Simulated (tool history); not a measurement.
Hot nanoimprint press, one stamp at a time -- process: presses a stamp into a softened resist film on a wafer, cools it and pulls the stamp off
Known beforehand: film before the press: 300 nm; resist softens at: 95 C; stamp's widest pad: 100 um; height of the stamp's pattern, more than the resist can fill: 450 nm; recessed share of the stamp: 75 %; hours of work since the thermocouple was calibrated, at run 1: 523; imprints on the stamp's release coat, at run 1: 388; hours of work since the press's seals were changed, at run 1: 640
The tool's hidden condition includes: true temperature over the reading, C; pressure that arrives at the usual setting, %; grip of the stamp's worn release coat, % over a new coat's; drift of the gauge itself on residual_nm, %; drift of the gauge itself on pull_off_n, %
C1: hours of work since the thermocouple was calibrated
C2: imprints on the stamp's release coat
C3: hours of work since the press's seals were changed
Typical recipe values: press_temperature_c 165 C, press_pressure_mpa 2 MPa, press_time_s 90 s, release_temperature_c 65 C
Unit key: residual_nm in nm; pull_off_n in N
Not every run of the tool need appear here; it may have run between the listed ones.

{"run": 1, "hour": 0.0, "press_temperature_c": 165, "press_pressure_mpa": 2, "press_time_s": 90, "release_temperature_c": 65, "C1": 523, "C2": 388, "C3": 640, "residual_nm": 159.5, "pull_off_n": 98}
{"run": 2, "hour": 37.7, "press_temperature_c": 165, "press_pressure_mpa": 2, "press_time_s": 90, "release_temperature_c": 65, "C1": 552, "C2": 615, "C3": 669, "residual_nm": 160.3, "pull_off_n": 96}
{"hour": 49.9, "done": "plate thermocouple calibrated"}
{"run": 3, "hour": 63.9, "press_temperature_c": 165, "press_pressure_mpa": 2, "press_time_s": 56, "release_temperature_c": 65, "C1": 11, "C2": 755, "C3": 687, "residual_nm": 195.3, "pull_off_n": 106}
{"run": 4, "hour": 103.1, "press_temperature_c": 165, "press_pressure_mpa": 2, "press_time_s": 130, "release_temperature_c": 65, "C1": 41, "C2": 992, "C3": 717, "residual_nm": 148.1, "pull_off_n": 106}
{"run": 5, "hour": 132.0, "press_temperature_c": 165, "press_pressure_mpa": 2, "press_time_s": 90, "release_temperature_c": 65, "C1": 63, "C2": 1167, "C3": 739, "residual_nm": 167.9, "pull_off_n": 105}
{"run": 6, "hour": 166.3, "press_temperature_c": 165, "press_pressure_mpa": 2, "press_time_s": 90, "release_temperature_c": 65, "C1": 90, "C2": 1374, "C3": 766, "residual_nm": 170, "pull_off_n": 110}
{"run": 7, "hour": 197.3, "press_temperature_c": 165, "press_pressure_mpa": 2, "press_time_s": 90, "release_temperature_c": 65, "C1": 114, "C2": 1562, "C3": 790, "residual_nm": 167.8, "pull_off_n": 112}
{"run": 8, "hour": 242.1, "press_temperature_c": 165, "press_pressure_mpa": 2, "press_time_s": 90, "release_temperature_c": 65, "C1": 148, "C2": 1832, "C3": 824, "residual_nm": 170.8, "pull_off_n": 112}
{"run": 9, "hour": 268.0, "press_temperature_c": 165, "press_pressure_mpa": 2, "press_time_s": 90, "release_temperature_c": 65, "C1": 168, "C2": 1989, "C3": 844, "residual_nm": 174.1, "pull_off_n": 114}
{"run": 10, "hour": 291.6, "press_temperature_c": 165, "press_pressure_mpa": 2, "press_time_s": 150, "release_temperature_c": 65, "C1": 186, "C2": 2131, "C3": 862, "residual_nm": 145, "pull_off_n": 112}
{"hour": 315.5, "done": "plate thermocouple calibrated, once more"}
{"run": 11, "hour": 331.8, "press_temperature_c": 165, "press_pressure_mpa": 2, "press_time_s": 90, "release_temperature_c": 65, "C1": 13, "C2": 2356, "C3": 891, "residual_nm": 143.8, "pull_off_n": 108}
{"hour": 340.7, "done": "stamp cleaned and given a new release coat"}
{"run": 12, "hour": 362.5, "press_temperature_c": 165, "press_pressure_mpa": 2, "press_time_s": 90, "release_temperature_c": 65, "C1": 32, "C2": 131, "C3": 910, "residual_nm": 143.9, "pull_off_n": 94}
{"run": 13, "hour": 396.4, "press_temperature_c": 165, "press_pressure_mpa": 2, "press_time_s": 90, "release_temperature_c": 65, "C1": 58, "C2": 336, "C3": 936, "residual_nm": 144.2, "pull_off_n": 93}
{"run": 14, "hour": 423.5, "press_temperature_c": 165, "press_pressure_mpa": 2, "press_time_s": 90, "release_temperature_c": 65, "C1": 79, "C2": 500, "C3": 957, "residual_nm": 148.4, "pull_off_n": 95}
{"run": 15, "hour": 450.7, "press_temperature_c": 165, "press_pressure_mpa": 2, "press_time_s": 90, "release_temperature_c": 65, "C1": 100, "C2": 664, "C3": 978, "residual_nm": 148.2, "pull_off_n": 98}
{"run": 16, "hour": 498.3, "press_temperature_c": 165, "press_pressure_mpa": 2, "press_time_s": 169, "release_temperature_c": 66, "C1": 136, "C2": 952, "C3": 1015, "residual_nm": 116.3, "pull_off_n": 96}
{"run": 17, "hour": 536.1, "press_temperature_c": 155, "press_pressure_mpa": 2.69, "press_time_s": 86, "release_temperature_c": 60, "C1": 165, "C2": 1180, "C3": 1044, "residual_nm": 212.1, "pull_off_n": 112}
{"run": 18, "hour": 560.4, "press_temperature_c": 155, "press_pressure_mpa": 2.69, "press_time_s": 86, "release_temperature_c": 60, "C1": 184, "C2": 1327, "C3": 1063, "residual_nm": 215.1, "pull_off_n": 113}
{"hour": 583.7, "done": "press's hydraulic seals changed and the load cell set to zero"}
{"run": 19, "hour": 602.5, "press_temperature_c": 155, "press_pressure_mpa": 1.23, "press_time_s": 107, "release_temperature_c": 52, "C1": 210, "C2": 1533, "C3": 15, "residual_nm": 240.4, "pull_off_n": 129}
{"run": 20, "hour": 646.7, "press_temperature_c": 155, "press_pressure_mpa": 2.89, "press_time_s": 45, "release_temperature_c": 52, "C1": 244, "C2": 1800, "C3": 49, "residual_nm": 239.8, "pull_off_n": 131}
{"run": 21, "hour": 690.4, "press_temperature_c": 155, "press_pressure_mpa": 2.89, "press_time_s": 167, "release_temperature_c": 60, "C1": 278, "C2": 2064, "C3": 82, "residual_nm": 175.9, "pull_off_n": 119}
{"run": 22, "hour": 723.0, "press_temperature_c": 155, "press_pressure_mpa": 2.89, "press_time_s": 167, "release_temperature_c": 60, "C1": 303, "C2": 2261, "C3": 107, "residual_nm": 176.4, "pull_off_n": 123}
{"hour": 746.7, "done": "stamp cleaned and given a new release coat"}
{"run": 23, "hour": 753.3, "press_temperature_c": 155, "press_pressure_mpa": 2.89, "press_time_s": 167, "release_temperature_c": 60, "C1": 322, "C2": 40, "C3": 126, "residual_nm": 177.7, "pull_off_n": 102}
{"run": 24, "hour": 781.3, "press_temperature_c": 155, "press_pressure_mpa": 2.89, "press_time_s": 167, "release_temperature_c": 60, "C1": 344, "C2": 209, "C3": 148, "residual_nm": 177.8, "pull_off_n": 104}
{"run": 25, "hour": 810.2, "press_temperature_c": 164, "press_pressure_mpa": 2, "press_time_s": 90, "release_temperature_c": 65, "C1": 366, "C2": 383, "C3": 170, "residual_nm": 162.5, "pull_off_n": 99}
{"run": 26, "hour": 850.5, "press_temperature_c": 165, "press_pressure_mpa": 1.39, "press_time_s": 90, "release_temperature_c": 52, "C1": 397, "C2": 627, "C3": 201, "residual_nm": 174.9, "pull_off_n": 129}
{"run": 27, "hour": 889.7, "press_temperature_c": 176, "press_pressure_mpa": 1.39, "press_time_s": 90, "release_temperature_c": 69, "C1": 427, "C2": 864, "C3": 231, "residual_nm": 105.8, "pull_off_n": 95}
{"run": 28, "hour": 926.6, "press_temperature_c": 176, "press_pressure_mpa": 1.39, "press_time_s": 90, "release_temperature_c": 69, "C1": 456, "C2": 1087, "C3": 260, "residual_nm": 105.6, "pull_off_n": 96}
{"run": 29, "hour": 953.5, "press_temperature_c": 156, "press_pressure_mpa": 1.39, "press_time_s": 88, "release_temperature_c": 69, "C1": 476, "C2": 1249, "C3": 280, "residual_nm": 247.2, "pull_off_n": 97}

Predict each of these 5 candidate next runs independently; none follows another, all start after run 29:
{"run": "A", "hour": 987.7, "press_temperature_c": 165, "press_pressure_mpa": 2, "press_time_s": 81, "release_temperature_c": 65, "C1": 503, "C2": 1456, "C3": 307, "residual_nm": "?", "pull_off_n": "?"}
{"run": "B", "hour": 987.7, "press_temperature_c": 154, "press_pressure_mpa": 2, "press_time_s": 78, "release_temperature_c": 53, "C1": 503, "C2": 1456, "C3": 307, "residual_nm": "?", "pull_off_n": "?"}
{"run": "C", "hour": 987.7, "press_temperature_c": 156, "press_pressure_mpa": 2.31, "press_time_s": 88, "release_temperature_c": 69, "C1": 503, "C2": 1456, "C3": 307, "residual_nm": "?", "pull_off_n": "?"}
{"run": "D", "hour": 987.7, "press_temperature_c": 160, "press_pressure_mpa": 2.07, "press_time_s": 88, "release_temperature_c": 69, "C1": 503, "C2": 1456, "C3": 307, "residual_nm": "?", "pull_off_n": "?"}
{"run": "E", "hour": 987.7, "press_temperature_c": 166, "press_pressure_mpa": 1.39, "press_time_s": 72, "release_temperature_c": 69, "C1": 503, "C2": 1456, "C3": 307, "residual_nm": "?", "pull_off_n": "?"}

run=A residual_nm=166.9 pull_off_n=106
run=B residual_nm=248.9 pull_off_n=131
run=C residual_nm=224.1 pull_off_n=100
run=D residual_nm=197.8 pull_off_n=95
run=E residual_nm=184.2 pull_off_n=98
Take away the tool's hidden state, keep each run's random variation, and the runs would have read:
run=A residual_nm=149.3 pull_off_n=90
run=B residual_nm=233.1 pull_off_n=113
run=C residual_nm=205.3 pull_off_n=85
run=D residual_nm=178.8 pull_off_n=81
run=E residual_nm=166.9 pull_off_n=84
